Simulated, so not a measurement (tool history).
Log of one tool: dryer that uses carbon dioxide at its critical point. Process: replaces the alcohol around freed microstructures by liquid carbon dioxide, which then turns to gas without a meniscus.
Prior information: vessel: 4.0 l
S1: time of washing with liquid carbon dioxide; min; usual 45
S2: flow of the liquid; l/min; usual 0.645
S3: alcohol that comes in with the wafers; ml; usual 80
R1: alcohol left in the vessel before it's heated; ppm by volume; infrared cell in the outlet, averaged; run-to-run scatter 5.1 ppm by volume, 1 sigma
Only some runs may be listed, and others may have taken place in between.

run,hour,S1,S2,S3,R1
1,0,45,0.645,80,81
2,19.3,45,1.035,80,19
3,29.8,34,1.035,80,51
4,45.5,34,1.035,80,36
5,62.2,42,0.645,80,127
6,75.5,45,0.513,80,225
7,94.4,45,0.513,80,242
8,110.1,48,0.645,80,66
9,127,46,0.645,80,82
10,142,46,0.645,80,80
11,162.3,37,0.466,87,761
12,179.2,45,0.645,20,32
13,201.7,45,0.645,20,40
14,217.3,66,1.046,60,29
15,239,66,1.046,60,28
16,251.2,66,1.046,60,24
17,272.6,66,1.016,47,28
18,294.9,45,0.92,80,37
19,318,41,1.023,79,37

5 options for the next run, each taken on its own from the tool as it stands now. Forecast them:
A,337.7,41,0.645,105,?
B,337.7,41,0.388,91,?
C,337.7,43,0.614,36,?
D,337.7,45,0.874,80,?
E,337.7,41,0.655,79,?

run,R1
A,195
B,1050
C,89
D,45
E,149
The same runs, with their run-to-run variation unchanged, on a tool lacking any hidden condition would have given:
run,R1
A,133
B,871
C,54
D,19
E,99
